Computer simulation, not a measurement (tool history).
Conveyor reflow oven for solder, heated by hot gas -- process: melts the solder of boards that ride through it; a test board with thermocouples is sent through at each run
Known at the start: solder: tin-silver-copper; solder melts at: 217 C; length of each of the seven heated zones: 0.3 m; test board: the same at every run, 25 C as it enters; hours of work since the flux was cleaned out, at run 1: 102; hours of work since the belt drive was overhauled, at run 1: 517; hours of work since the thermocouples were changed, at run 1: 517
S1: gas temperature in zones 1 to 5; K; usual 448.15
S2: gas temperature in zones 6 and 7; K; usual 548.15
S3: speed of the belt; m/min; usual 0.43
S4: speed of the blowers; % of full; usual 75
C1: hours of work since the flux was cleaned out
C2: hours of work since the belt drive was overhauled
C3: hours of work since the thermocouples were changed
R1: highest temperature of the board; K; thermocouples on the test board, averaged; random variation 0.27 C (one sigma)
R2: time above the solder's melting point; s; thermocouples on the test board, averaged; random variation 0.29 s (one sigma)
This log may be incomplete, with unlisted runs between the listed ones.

run    hour      S1      S2     S3  S4   C1   C2   C3      R1     R2
  1       0  448.15  548.15   0.43  75  102  517  517  529.65   66.1
  2    42.8  448.15  548.15   0.43  75  126  541  541  529.55   65.8
      110.9  -- flux residue cleaned out of gas plates and filters
  3   122.8  448.15  556.15   0.43  75    7  584  584  537.45   69.5
  4     154  448.15  556.15   0.43  75   24  602  602  536.85   69.7
  5     206  448.15  556.15   0.43  75   54  631  631  536.85   70.1
  6   239.2  448.15  556.15   0.43  75   73  650  650  536.75   70.5
  7   275.2  448.15  556.15   0.43  75   93  670  670  536.55   69.6
  8   336.1  448.15  556.15   0.43  75  128  705  705  536.55   69.7
  9   372.6  448.15  556.15   0.43  75  149  726  726  537.05   69.6
      404.7  -- flux residue cleaned out of gas plates and filters
 10   431.4  450.15  548.15   0.43  75   15  756  756  530.45   67.3
 11   481.6  450.15  548.15   0.43  75   44  785  785  530.85   66.7
 12   552.8  450.15  548.15   0.43  75   84  825  825  530.85   66.8
 13   598.4  448.15  548.15  0.387  75  110  851  851  533.25   75.5
 14   665.8  448.15  548.15  0.387  75  148  889  889  533.55   75.5
      694.8  -- flux residue cleaned out of gas plates and filters
 15   714.7  448.15  548.15  0.387  81   11  914  914  534.15   77.8
 16   781.3  450.15  546.15   0.38  75   49  952  952  532.55   77.7
 17   821.1  436.15  546.15  0.472  59   72  975  975  517.35   44.4
      836.9  -- belt drive overhauled, speed set with a stopwatch
      866.4  -- thermocouples of zones 6 and 7 changed
 18   872.4  461.15  561.15  0.342  50   97   19    3  545.05   99.7
 19   938.4  461.15  561.15  0.342  50  135   56   41  544.15  100.2
      994.6  -- flux residue cleaned out of gas plates and filters
 20  1005.9  461.15  561.15  0.342  50    6   92   76  544.95   99.6
 21  1039.7  461.15  555.15  0.342  82   26  111   96  545.35  101.3
 22  1113.4  461.15  555.15  0.342  82   67  153  137  545.45  100.4
 23  1186.2  448.15  542.15  0.361  75  109  194  179  530.55   79.8
 24  1261.5  434.15  548.15  0.448  75  152  237  221  525.45   54.5
     1287.1  -- flux residue cleaned out of gas plates and filters
 25  1341.6  443.15  547.15   0.43  75   31  280  264  528.45   62.5
 26  1388.2  443.15  547.15   0.43  75   57  306  290  527.85   62.9
 27  1434.5  443.15  538.15  0.447  63   84  332  317  516.55   49.1
 28  1470.4  443.15  560.15  0.397  60  104  353  337  538.35   74.3
 29  1502.5  443.15  560.15  0.397  60  122  371  355  537.95   74.8

4 options for the next run, each taken on its own from the tool as it stands now. Forecast them:
  A  1547.6  448.15  562.15  0.425  82  148  397  381   ?   ?
  B  1547.6  443.15  549.15  0.389  63  148  397  381   ?   ?
  C  1547.6  452.15  548.15  0.496  74  148  397  381   ?   ?
  D  1547.6  460.15  560.15  0.371  60  148  397  381   ?   ?

run      R1    R2
  A  543.35  74.8
  B  530.15  71.4
  C  524.95  54.5
  D  543.85  91.3
With no hidden state in the tool, these same runs would have given:
run      R1    R2
  A  543.35  74.7
  B  530.15  71.3
  C  524.95  54.4
  D  543.85  91.2
